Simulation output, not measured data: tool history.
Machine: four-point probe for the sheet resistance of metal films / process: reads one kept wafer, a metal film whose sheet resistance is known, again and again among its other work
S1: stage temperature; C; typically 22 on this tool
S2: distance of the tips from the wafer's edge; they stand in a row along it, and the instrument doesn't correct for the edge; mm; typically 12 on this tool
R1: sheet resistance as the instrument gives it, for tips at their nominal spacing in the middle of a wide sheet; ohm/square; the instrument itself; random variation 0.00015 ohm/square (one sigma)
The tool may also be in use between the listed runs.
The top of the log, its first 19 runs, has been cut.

-- hour=673.4 stage's thermometer calibrated, once more
run 20 hour=678.2 | S1=22 S2=12 | R1=0.771152
run 21 hour=721.2 | S1=22 S2=12 | R1=0.770898
run 22 hour=769.6 | S1=22 S2=12 | R1=0.770794
run 23 hour=809.6 | S1=22 S2=59 | R1=0.769721
run 24 hour=849 | S1=24 S2=10 | R1=0.772275
run 25 hour=873.3 | S1=27 S2=4 | R1=0.782679
run 26 hour=914.9 | S1=30 S2=12 | R1=0.775266
run 27 hour=959.6 | S1=28 S2=8 | R1=0.775349
run 28 hour=996.3 | S1=28 S2=8 | R1=0.775289
run 29 hour=1020.7 | S1=19 S2=24 | R1=0.767327
run 30 hour=1069.5 | S1=19 S2=24 | R1=0.767129
run 31 hour=1090.5 | S1=19 S2=24 | R1=0.767131
run 32 hour=1119.7 | S1=20 S2=25 | R1=0.767318
run 33 hour=1150.6 | S1=27 S2=61 | R1=0.771581
run 34 hour=1189.4 | S1=35 S2=36 | R1=0.776332
run 35 hour=1223.2 | S1=35 S2=36 | R1=0.776265
run 36 hour=1262.5 | S1=35 S2=36 | R1=0.776064
run 37 hour=1295.4 | S1=35 S2=36 | R1=0.775579
run 38 hour=1341 | S1=35 S2=36 | R1=0.775724
run 39 hour=1386.6 | S1=22 S2=5 | R1=0.774566
run 40 hour=1412.2 | S1=24 S2=69 | R1=0.76873
run 41 hour=1443.3 | S1=28 S2=4 | R1=0.781854
run 42 hour=1488.1 | S1=28 S2=22 | R1=0.771441
run 43 hour=1519.6 | S1=25 S2=7 | R1=0.772323
run 44 hour=1551.6 | S1=25 S2=7 | R1=0.772454

Here are 4 independent what-if runs from the current tool condition. What would each one return?
run A hour=1588.9 | S1=31 S2=8 | R1=?
run B hour=1588.9 | S1=35 S2=6 | R1=?
run C hour=1588.9 | S1=19 S2=23 | R1=?
run D hour=1588.9 | S1=25 S2=57 | R1=?

run=A R1=0.775003
run=B R1=0.779745
run=C R1=0.765602
run=D R1=0.769232
With no hidden state in the tool, these same runs would have given:
run=A R1=0.780049
run=B R1=0.784815
run=C R1=0.770605
run=D R1=0.774251

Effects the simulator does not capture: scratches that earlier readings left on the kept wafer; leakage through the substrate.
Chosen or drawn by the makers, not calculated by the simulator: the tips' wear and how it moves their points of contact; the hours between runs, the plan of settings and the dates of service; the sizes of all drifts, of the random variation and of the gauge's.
